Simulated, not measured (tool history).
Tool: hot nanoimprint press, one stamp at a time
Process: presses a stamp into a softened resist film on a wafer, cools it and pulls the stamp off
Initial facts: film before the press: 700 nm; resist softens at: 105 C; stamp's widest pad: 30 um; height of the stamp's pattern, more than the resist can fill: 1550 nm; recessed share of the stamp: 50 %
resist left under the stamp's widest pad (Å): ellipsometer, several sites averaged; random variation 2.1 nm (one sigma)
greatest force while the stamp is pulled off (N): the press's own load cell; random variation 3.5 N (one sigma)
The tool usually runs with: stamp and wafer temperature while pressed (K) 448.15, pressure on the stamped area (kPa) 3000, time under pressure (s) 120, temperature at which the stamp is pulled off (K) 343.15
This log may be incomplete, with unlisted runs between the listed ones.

run	hour	stamp and wafer temperature while pressed (K)	pressure on the stamped area (kPa)	time under pressure (s)	temperature at which the stamp is pulled off (K)	resist left under the stamp's widest pad (Å)	greatest force while the stamp is pulled off (N)
1	0.0	448.15	3000	120	343.15	3470	173
2	15.4	448.15	3000	120	343.15	3464	168
3	32.2	448.15	3000	120	343.15	3461	170
4	52.9	448.15	3000	120	343.15	3492	165
5	72.7	448.15	3000	120	343.15	3467	168
6	82.3	448.15	4020	120	343.15	3077	177
7	102.2	448.15	4020	120	343.15	3057	169
8	112.4	448.15	4020	81	343.15	3516	177
9	133.6	448.15	4020	81	343.15	3544	166
10	147.5	458.15	3660	120	347.15	2152	147
11	169.6	458.15	3660	120	347.15	2187	148
12	190.1	448.15	4300	225	343.15	2308	172
13	204.4	448.15	4300	225	343.15	2310	169
14	221.9	438.15	4300	86	346.15	4783	153
15	231.9	438.15	4300	86	346.15	4758	149

Branching from run 15: 3 alternative next runs. What would each branch give?
A	251.1	438.15	4300	209	346.15	?	?
B	251.1	438.15	3330	186	346.15	?	?
C	251.1	439.15	3000	83	343.15	?	?

run	resist left under the stamp's widest pad (Å)	greatest force while the stamp is pulled off (N)
A	3633	152
B	4226	156
C	5171	167
Take away the tool's hidden state, keep each run's random variation, and the runs would have read:
run	resist left under the stamp's widest pad (Å)	greatest force while the stamp is pulled off (N)
A	3631	152
B	4224	156
C	5170	166
